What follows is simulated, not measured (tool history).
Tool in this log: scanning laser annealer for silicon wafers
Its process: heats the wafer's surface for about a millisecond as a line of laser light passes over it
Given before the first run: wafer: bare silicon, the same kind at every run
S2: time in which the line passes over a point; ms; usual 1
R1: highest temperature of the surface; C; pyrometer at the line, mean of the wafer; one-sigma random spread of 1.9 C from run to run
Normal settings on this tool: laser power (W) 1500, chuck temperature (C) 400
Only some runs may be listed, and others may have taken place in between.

Run 1, hour 0: usual settings. Result: R1 1074 C.
Run 2, hour 90.6: usual settings. Result: R1 1069 C.
Run 3, hour 177: usual settings. Result: R1 1061 C.
At hour 243.5: optics aligned, line set to its width.
Run 4, hour 243.5: usual settings. Result: R1 1063 C.
At hour 259.8: window over the wafer cleaned.
Run 5, hour 316.7: usual settings. Result: R1 1102 C.
Run 6, hour 382.1: usual settings. Result: R1 1095 C.
Run 7, hour 441.6: usual settings but S2 0.76 ms. Result: R1 991 C.
At hour 450.8: laser's power meter calibrated.
Run 8, hour 505.7: usual settings. Result: R1 1088 C.
Run 9, hour 568.9: usual settings. Result: R1 1079 C.
Run 10, hour 636: usual settings. Result: R1 1074 C.
Run 11, hour 685.1: usual settings. Result: R1 1071 C.
Run 12, hour 770.3: usual settings. Result: R1 1068 C.
At hour 854.7: window over the wafer cleaned.
Run 13, hour 854.7: usual settings but laser power (W) 1285, S2 1.05 ms, chuck temperature (C) 406. Result: R1 1019 C.
At hour 891.8: laser's power meter calibrated, once more.
Run 14, hour 926.4: usual settings but laser power (W) 1425, S2 1.19 ms, chuck temperature (C) 367. Result: R1 1089 C.
Run 15, hour 980: usual settings but laser power (W) 1528, chuck temperature (C) 389. Result: R1 1096 C.
Run 16, hour 1034.7: usual settings but laser power (W) 1528, chuck temperature (C) 389. Result: R1 1090 C.
Run 17, hour 1089.4: usual settings but laser power (W) 1353, S2 0.88 ms, chuck temperature (C) 434. Result: R1 1004 C.
Run 18, hour 1149.2: usual settings but laser power (W) 1451, S2 1.04 ms, chuck temperature (C) 379. Result: R1 1048 C.
Run 19, hour 1195: usual settings but laser power (W) 1282, S2 1.04 ms, chuck temperature (C) 437. Result: R1 1019 C.
Run 20, hour 1245: usual settings but laser power (W) 1617, S2 1.07 ms, chuck temperature (C) 367. Result: R1 1122 C.
Run 21, hour 1329.6: usual settings but S2 0.88 ms, chuck temperature (C) 434. Result: R1 1053 C.
Run 22, hour 1418.7: usual settings but S2 1.04 ms, chuck temperature (C) 431. Result: R1 1107 C.

Each row is a separate what-if for the run after 22, all from the same tool condition, not one after another. Results?
At hour 1446.7: window over the wafer cleaned.
Run A, hour 1467: usual settings but laser power (W) 1407, S2 1.08 ms, chuck temperature (C) 429. Result: R1 ?.
At hour 1446.7: window over the wafer cleaned.
Run B, hour 1467: usual settings but S2 1.04 ms, chuck temperature (C) 431. Result: R1 ?.
At hour 1446.7: window over the wafer cleaned.
Run C, hour 1467: usual settings but S2 0.81 ms, chuck temperature (C) 424. Result: R1 ?.
At hour 1446.7: window over the wafer cleaned.
Run D, hour 1467: usual settings but laser power (W) 1421, chuck temperature (C) 364. Result: R1 ?.

run    R1
  A  1107
  B  1144
  C  1042
  D  1023
Take away the tool's hidden state, keep each run's random variation, and the runs would have read:
run    R1
  A  1115
  B  1152
  C  1049
  D  1031
